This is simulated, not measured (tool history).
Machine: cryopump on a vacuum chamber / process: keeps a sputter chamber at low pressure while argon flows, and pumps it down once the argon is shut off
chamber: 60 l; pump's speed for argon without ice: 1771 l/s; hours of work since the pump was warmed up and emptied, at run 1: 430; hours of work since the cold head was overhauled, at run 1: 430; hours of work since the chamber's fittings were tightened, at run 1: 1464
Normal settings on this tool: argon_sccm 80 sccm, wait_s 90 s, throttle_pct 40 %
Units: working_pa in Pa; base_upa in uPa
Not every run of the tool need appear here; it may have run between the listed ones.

run   hour  argon_sccm  wait_s  throttle_pct  hours of work since the pump was warmed up and emptied  hours of work since the cold head was overhauled  hours of work since the chamber's fittings were tightened  working_pa  base_upa
  1    0.0          80      90            40                                                     430                                               430                                                       1464      0.2188      1.24
  2   25.0          80     181            40                                                     449                                               449                                                       1484      0.2174      0.88
  3   40.3          80      27            40                                                     461                                               461                                                       1496      0.2195      2.71
  4   63.0          80     226            40                                                     479                                               479                                                       1513      0.2228      0.91
      84.9  -- pump warmed up, emptied and cooled again
  5   84.9          80      90            40                                                       0                                               492                                                       1527      0.1903      1.10
  6  105.3          80      90            58                                                      16                                               508                                                       1543      0.1345      1.10
  7  119.5         106      90            40                                                      27                                               519                                                       1554      0.2573      1.07
  8  144.8         106      90            40                                                      47                                               539                                                       1574      0.2574      1.08
  9  166.1          81      90            40                                                      64                                               556                                                       1590      0.1974      1.15
 10  186.0          81      90            40                                                      79                                               572                                                       1606      0.1995      1.16
 11  207.8          81      90            40                                                      96                                               589                                                       1623      0.1997      1.10
 12  223.4          62     291            21                                                     109                                               601                                                       1635      0.2842      0.69
 13  243.0          62     291            21                                                     124                                               616                                                       1651      0.2853      0.70
 14  257.2          62     291            21                                                     135                                               627                                                       1662      0.2881      0.72
 15  277.7         152      46            40                                                     151                                               643                                                       1678      0.3762      1.82
 16  303.1         121      90            40                                                     171                                               663                                                       1698      0.3026      1.16
 17  320.0          45     199            45                                                     184                                               677                                                       1711      0.1007      0.85
 18  344.2          45     199            17                                                     203                                               696                                                       1730      0.2599      0.87

Branching from run 18: 3 alternative next runs. What would each branch give?
  A  356.7          56      27            20                                                     213                                               705                                                       1740           ?         ?
  B  356.7          35      70            17                                                     213                                               705                                                       1740           ?         ?
  C  356.7         106     199            37                                                     213                                               705                                                       1740           ?         ?

run  working_pa  base_upa
  A      0.2764      2.72
  B      0.2018      1.37
  C      0.2897      0.84
With the hidden condition removed and each run's random variation left untouched, the same runs would have given:
run  working_pa  base_upa
  A      0.2680      2.33
  B      0.1965      0.98
  C      0.2737      0.45
